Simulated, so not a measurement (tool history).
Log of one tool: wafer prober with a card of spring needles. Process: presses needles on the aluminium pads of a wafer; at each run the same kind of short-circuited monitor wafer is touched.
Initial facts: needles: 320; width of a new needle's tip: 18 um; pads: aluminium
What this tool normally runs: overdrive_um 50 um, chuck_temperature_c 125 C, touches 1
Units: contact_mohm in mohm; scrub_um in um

run,hour,overdrive_um,chuck_temperature_c,touches,contact_mohm,scrub_um
1,0,50,125,1,343,6.491
# hour 3.6: tips cleaned on abrasive film
# hour 22: tips cleaned on abrasive film
2,26.4,50,28,1,290,6.495
# hour 37.7: tips cleaned on abrasive film
# hour 52.8: tips cleaned on abrasive film
# hour 69.8: tips cleaned on abrasive film
3,69.8,50,125,3,278,6.471
# hour 86.9: tips cleaned on abrasive film
4,100.6,50,80,1,334,6.461
# hour 103.9: tips cleaned on abrasive film
# hour 120.2: tips cleaned on abrasive film
5,127.8,50,80,1,320,6.442
# hour 138.3: tips cleaned on abrasive film
# hour 154.9: tips cleaned on abrasive film
# hour 170: tips cleaned on abrasive film
6,180.1,36,125,1,399,4.593
# hour 187.7: tips cleaned on abrasive film
7,202.4,36,125,1,417,4.605
# hour 205.8: tips cleaned on abrasive film
# hour 224: tips cleaned on abrasive film
# hour 241.9: tips cleaned on abrasive film
8,243.8,34,125,1,324,4.329
# hour 257.2: tips cleaned on abrasive film
# hour 273.8: tips cleaned on abrasive film
9,283,34,125,1,410,4.307
# hour 290.6: tips cleaned on abrasive film
# hour 306.4: tips cleaned on abrasive film
# hour 323.2: tips cleaned on abrasive film
10,323.2,34,125,1,291,4.285
# hour 326.3: height of the first contact set anew
# hour 340.2: tips cleaned on abrasive film
11,347.5,34,125,1,394,4.433

Measured minus without-hidden-state, run by run (identical run-to-run variation in each term; gauge scatter may differ):
The tool's hidden condition here consists of: debris on the tips, nm; way that the needles fall short of the set height, um; tips' diameter, um; drift of the gauge itself on contact_mohm, %; drift of the gauge itself on scrub_um, %.
run,contact_mohm,scrub_um
1,+67,-0.035
2,+42,-0.048
3,+2,-0.065
4,+78,-0.072
5,+57,-0.084
6,+117,-0.1
7,+135,-0.104
8,+46,-0.123
9,+131,-0.133
10,+11,-0.149
11,+111,-0.008
